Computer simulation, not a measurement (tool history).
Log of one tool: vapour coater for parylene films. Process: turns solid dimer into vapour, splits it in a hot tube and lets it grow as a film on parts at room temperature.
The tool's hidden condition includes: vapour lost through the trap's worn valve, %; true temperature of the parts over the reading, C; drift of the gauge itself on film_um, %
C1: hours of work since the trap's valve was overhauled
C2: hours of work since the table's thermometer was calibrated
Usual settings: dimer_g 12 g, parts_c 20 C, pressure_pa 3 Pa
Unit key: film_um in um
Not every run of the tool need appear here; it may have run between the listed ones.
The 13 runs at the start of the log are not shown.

{"run": 14, "day": 10.246, "dimer_g": 12, "parts_c": 15, "pressure_pa": 3, "C1": 68, "C2": 120, "film_um": 2.6}
{"run": 15, "day": 10.708, "dimer_g": 12, "parts_c": 15, "pressure_pa": 3, "C1": 73, "C2": 125, "film_um": 2.57}
{"run": 16, "day": 11.617, "dimer_g": 12, "parts_c": 15, "pressure_pa": 3, "C1": 83, "C2": 135, "film_um": 2.54}
{"run": 17, "day": 12.412, "dimer_g": 12, "parts_c": 30, "pressure_pa": 3, "C1": 92, "C2": 144, "film_um": 1.3}
{"run": 18, "day": 13.179, "dimer_g": 12, "parts_c": 20, "pressure_pa": 2.88, "C1": 100, "C2": 152, "film_um": 2.06}
{"run": 19, "day": 13.808, "dimer_g": 12, "parts_c": 30, "pressure_pa": 3, "C1": 107, "C2": 159, "film_um": 1.31}
{"run": 20, "day": 14.6, "dimer_g": 12, "parts_c": 14, "pressure_pa": 3, "C1": 116, "C2": 168, "film_um": 2.66}
{"run": 21, "day": 15.296, "dimer_g": 12, "parts_c": 14, "pressure_pa": 3, "C1": 123, "C2": 175, "film_um": 2.64}
{"run": 22, "day": 16.138, "dimer_g": 12, "parts_c": 14, "pressure_pa": 3, "C1": 133, "C2": 185, "film_um": 2.64}
{"run": 23, "day": 16.6, "dimer_g": 12, "parts_c": 20, "pressure_pa": 9.47, "C1": 138, "C2": 190, "film_um": 1.76}
{"run": 24, "day": 17.429, "dimer_g": 12, "parts_c": 20, "pressure_pa": 9.47, "C1": 147, "C2": 199, "film_um": 1.77}
{"run": 25, "day": 17.921, "dimer_g": 12, "parts_c": 28, "pressure_pa": 3, "C1": 152, "C2": 204, "film_um": 1.4}
{"run": 26, "day": 18.758, "dimer_g": 12, "parts_c": 28, "pressure_pa": 3, "C1": 162, "C2": 214, "film_um": 1.38}
{"run": 27, "day": 19.217, "dimer_g": 12, "parts_c": 23, "pressure_pa": 5.67, "C1": 167, "C2": 219, "film_um": 1.61}

What will run 28 give?
{"run": 28, "day": 20.117, "dimer_g": 8, "parts_c": 29, "pressure_pa": 5.67, "C1": 176, "C2": 229, "film_um": "?"}

Run 28 yielded film_um 0.82 um.
Take away the tool's hidden state, keep the run-to-run variation as it was, and the same run would have given film_um 0.88 um.
